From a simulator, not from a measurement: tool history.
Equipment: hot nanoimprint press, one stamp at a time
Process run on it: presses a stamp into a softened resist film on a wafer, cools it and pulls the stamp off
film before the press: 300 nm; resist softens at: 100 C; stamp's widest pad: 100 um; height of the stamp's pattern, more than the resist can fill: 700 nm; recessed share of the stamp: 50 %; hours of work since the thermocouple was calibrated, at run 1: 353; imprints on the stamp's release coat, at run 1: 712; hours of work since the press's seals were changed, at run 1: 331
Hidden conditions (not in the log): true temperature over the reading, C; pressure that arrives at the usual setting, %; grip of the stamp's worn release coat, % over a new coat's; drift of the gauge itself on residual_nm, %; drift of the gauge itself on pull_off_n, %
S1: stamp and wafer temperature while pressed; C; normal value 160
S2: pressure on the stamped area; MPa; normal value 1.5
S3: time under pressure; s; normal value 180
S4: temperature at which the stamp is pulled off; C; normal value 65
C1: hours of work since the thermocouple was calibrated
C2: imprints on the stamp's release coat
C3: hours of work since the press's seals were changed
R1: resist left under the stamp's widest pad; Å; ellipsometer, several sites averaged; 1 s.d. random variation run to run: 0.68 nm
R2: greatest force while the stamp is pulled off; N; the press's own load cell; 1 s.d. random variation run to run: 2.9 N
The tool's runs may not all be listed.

run 1 hour=0 | S1=160 S2=1.5 S3=180 S4=65 | C1=353 C2=712 C3=331 | R1=1520 R2=169
run 2 hour=12.1 | S1=160 S2=1.5 S3=180 S4=65 | C1=360 C2=758 C3=338 | R1=1520 R2=180
-- hour=28.5 plate thermocouple calibrated
run 3 hour=39.9 | S1=160 S2=1.5 S3=180 S4=65 | C1=7 C2=853 C3=353 | R1=1591 R2=186
run 4 hour=60.5 | S1=160 S2=1.5 S3=180 S4=65 | C1=19 C2=931 C3=365 | R1=1593 R2=187
run 5 hour=80.7 | S1=160 S2=1.5 S3=180 S4=65 | C1=30 C2=1009 C3=376 | R1=1596 R2=201
run 6 hour=99.5 | S1=160 S2=1.5 S3=319 S4=65 | C1=41 C2=1080 C3=387 | R1=1317 R2=202
run 7 hour=120.9 | S1=160 S2=1.24 S3=319 S4=65 | C1=54 C2=1162 C3=400 | R1=1443 R2=201
run 8 hour=140 | S1=160 S2=1.24 S3=319 S4=65 | C1=65 C2=1235 C3=411 | R1=1440 R2=204
run 9 hour=160 | S1=160 S2=1.24 S3=319 S4=65 | C1=77 C2=1312 C3=423 | R1=1453 R2=207
run 10 hour=174.7 | S1=160 S2=1.24 S3=319 S4=65 | C1=85 C2=1368 C3=431 | R1=1451 R2=215
run 11 hour=203.1 | S1=160 S2=1.24 S3=319 S4=65 | C1=102 C2=1476 C3=448 | R1=1439 R2=217
run 12 hour=221.6 | S1=160 S2=1.24 S3=319 S4=65 | C1=113 C2=1547 C3=459 | R1=1433 R2=227
run 13 hour=236 | S1=160 S2=1.24 S3=319 S4=65 | C1=121 C2=1602 C3=467 | R1=1444 R2=218
run 14 hour=264.4 | S1=160 S2=1.24 S3=319 S4=65 | C1=137 C2=1711 C3=483 | R1=1445 R2=233
run 15 hour=281.3 | S1=160 S2=1.5 S3=180 S4=65 | C1=147 C2=1775 C3=493 | R1=1579 R2=227
run 16 hour=305.1 | S1=158 S2=1.68 S3=180 S4=58 | C1=161 C2=1866 C3=507 | R1=1575 R2=284
run 17 hour=318 | S1=158 S2=1.68 S3=180 S4=58 | C1=169 C2=1915 C3=515 | R1=1564 R2=282
run 18 hour=346.3 | S1=158 S2=1.82 S3=198 S4=58 | C1=185 C2=2024 C3=531 | R1=1468 R2=304
run 19 hour=359.6 | S1=154 S2=1.17 S3=198 S4=58 | C1=193 C2=2074 C3=539 | R1=1995 R2=297
run 20 hour=372.2 | S1=160 S2=1.5 S3=180 S4=70 | C1=200 C2=2123 C3=546 | R1=1561 R2=225
-- hour=384.8 stamp cleaned and given a new release coat
run 21 hour=396.6 | S1=160 S2=1.5 S3=180 S4=70 | C1=211 C2=45 C3=557 | R1=1571 R2=117
run 22 hour=423.9 | S1=161 S2=1.16 S3=180 S4=65 | C1=227 C2=149 C3=573 | R1=1727 R2=139
run 23 hour=436.5 | S1=160 S2=1.19 S3=345 S4=52 | C1=234 C2=197 C3=580 | R1=1420 R2=198
run 24 hour=460.8 | S1=160 S2=1.19 S3=345 S4=52 | C1=248 C2=290 C3=594 | R1=1411 R2=194
run 25 hour=474 | S1=160 S2=1.19 S3=345 S4=52 | C1=256 C2=341 C3=602 | R1=1407 R2=206
run 26 hour=489.1 | S1=155 S2=1.93 S3=264 S4=55 | C1=265 C2=399 C3=611 | R1=1412 R2=196
run 27 hour=501.2 | S1=152 S2=1.93 S3=264 S4=55 | C1=272 C2=445 C3=618 | R1=1545 R2=197

Forecast run 28:
run 28 hour=513.5 | S1=148 S2=2.11 S3=138 S4=62 | C1=279 C2=492 C3=625 | R1=? R2=?

R1: 2028 Å
R2: 171 N
With the hidden condition absent and the run-to-run variation left alone, this run would have shown R1 2053 Å, R2 146 N.

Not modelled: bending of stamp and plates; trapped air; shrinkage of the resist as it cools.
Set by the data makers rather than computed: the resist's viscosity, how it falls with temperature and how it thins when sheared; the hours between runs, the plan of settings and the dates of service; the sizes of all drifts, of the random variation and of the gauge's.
